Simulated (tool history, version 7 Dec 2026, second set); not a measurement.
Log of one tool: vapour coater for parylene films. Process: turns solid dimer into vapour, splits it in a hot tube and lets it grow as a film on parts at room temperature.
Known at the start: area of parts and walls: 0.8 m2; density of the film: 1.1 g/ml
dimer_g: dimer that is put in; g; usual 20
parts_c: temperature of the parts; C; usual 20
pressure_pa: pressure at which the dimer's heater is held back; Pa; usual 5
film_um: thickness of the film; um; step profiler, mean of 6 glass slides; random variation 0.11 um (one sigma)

run     day  dimer_g  parts_c  pressure_pa  film_um
  1       0       20       20            5    12.67
  2   1.354       20       20            5    12.63
  3   2.633       20       20            5    12.67
  4   4.654       20       20            5    12.44
  5   6.358       20       20            5    12.29
  6   7.538       20       20            5    12.45
      8.312  -- table's thermometer calibrated
  7   8.796       20       18            5    14.12
  8  11.038       20       20         11.4     10.6
  9  12.254       20       20         11.4    10.56
 10  13.758       20       20         11.4    10.61
 11  16.283       20       20         11.4    10.53
 12  18.367       20       20         11.4    10.52
 13  20.679       20       20         9.43    10.79
 14  22.721       20       20         9.43    10.91
 15  25.321       20       20         9.43    10.64
     26.308  -- trap's valve overhauled
 16  26.904       20       20         9.43    10.62
 17  28.412       20       20         9.43    10.35
 18  29.579       20       20         9.43    10.41
 19  31.154       20       20         9.43    10.55
 20  32.479       20       20         9.43    10.36
 21  34.104       20       20         9.43    10.35
 22  35.321       20       20         9.43    10.36
 23  37.808       20       22            5    10.95
 24  39.871        9       19         5.25      5.5
 25  42.125       20       13         4.78    15.83
     42.512  -- trap's valve overhauled, once more
 26    44.4        9       21            5     5.78
 27  47.242       10       14            5     8.24
 28  48.467        9       14            5     7.45
 29  50.754       20       20            5    12.89
 30  52.271       26       13            5    21.99
 31  54.658       16       16         5.78    11.79
 32      56       12       26         6.69     5.64
 33  58.046       12       26         6.69     5.67
 34  59.842       22       20         9.34    12.08
 35  62.312       22       20         9.34    12.06
 36  65.071       22       20         9.34    12.04
 37  66.308       20       12            5    17.39
 38  67.721       20       29            5     8.56
 39   70.35       20       29            5     8.63
 40  71.583       20       20         8.25    10.93
     74.146  -- table's thermometer calibrated
 41  74.171       20       20         4.57    13.06
 42  76.742       30       15          4.5    24.04
 43  77.917        8       25         3.89     4.41
     78.962  -- trap's valve overhauled
 44  79.825        8       25         3.89     4.73
 45  81.458       11       18         2.39     9.46

Forecast each of these 5 alternatives for the next run:
  A  83.262       11       18         2.18        ?
  B  83.262        9       13         4.13        ?
  C  83.262       11       28         2.39        ?
  D  83.262       18       20            5        ?
  E  83.262       11       21         2.39        ?

run  film_um
  A     9.69
  B     8.37
  C     6.28
  D    11.96
  E     8.31
Without the tool's hidden state the same runs would have given:
run  film_um
  A     9.73
  B      8.4
  C      6.3
  D    12.01
  E     8.34

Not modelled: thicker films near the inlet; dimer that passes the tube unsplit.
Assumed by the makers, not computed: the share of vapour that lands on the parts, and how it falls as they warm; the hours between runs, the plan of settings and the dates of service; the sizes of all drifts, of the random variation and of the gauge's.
